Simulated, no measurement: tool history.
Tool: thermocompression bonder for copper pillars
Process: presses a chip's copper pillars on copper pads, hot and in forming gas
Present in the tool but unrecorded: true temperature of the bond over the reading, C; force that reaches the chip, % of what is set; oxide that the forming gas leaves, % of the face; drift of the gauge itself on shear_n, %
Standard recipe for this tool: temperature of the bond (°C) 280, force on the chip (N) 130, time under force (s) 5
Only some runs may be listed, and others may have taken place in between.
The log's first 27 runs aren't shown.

run     day  temperature of the bond (°C)  force on the chip (N)  time under force (s)  hours of work since the heater was calibrated  hours of work since the force cell was calibrated  hours of work since the gas filter was changed  force that shears a chip off (N)
 28  46.408                           271                    100                     6                                            196                                                816                                              92                              70.5
 29  47.808                           264                    100                     4                                            217                                                837                                             113                              57.1
 30  49.358                           291                    165                     6                                            240                                                860                                             136                             110.1
 31  50.875                           291                    165                     6                                            263                                                883                                             158                             110.9
 32  52.283                           291                    100                    14                                            284                                                904                                             179                             107.0
 33  53.338                           261                    137                     7                                            300                                                920                                             195                              81.1
 34  54.608                           280                    130                     5                                            318                                                939                                             214                              86.9
 35  56.167                           280                    108                     3                                            342                                                962                                             237                              64.7
 36  57.612                           280                    130                     3                                            363                                                983                                             259                              74.2
 37  59.346                           251                    126                     3                                            389                                               1009                                             285                              50.6
 38  60.938                           280                    134                    14                                            413                                               1033                                             308                             113.5
 39  61.962                           280                    134                    14                                            428                                               1048                                             324                             113.5
 40  64.325                           280                    134                    14                                            463                                               1083                                             359                             113.6

Consider 3 possible next runs. They are alternatives, not a sequence: every one starts from the tool as it was left by run 40. What does each give?
  A  66.025                           283                    130                     5                                            489                                               1109                                             384                                 ?
  B  66.025                           304                    130                     5                                            489                                               1109                                             384                                 ?
  C  66.025                           281                    153                    15                                            489                                               1109                                             384                                 ?

run  force that shears a chip off (N)
  A                              89.5
  B                             107.1
  C                             120.6
Without the tool's hidden state the same runs would have given:
run  force that shears a chip off (N)
  A                              90.4
  B                             108.1
  C                             121.6

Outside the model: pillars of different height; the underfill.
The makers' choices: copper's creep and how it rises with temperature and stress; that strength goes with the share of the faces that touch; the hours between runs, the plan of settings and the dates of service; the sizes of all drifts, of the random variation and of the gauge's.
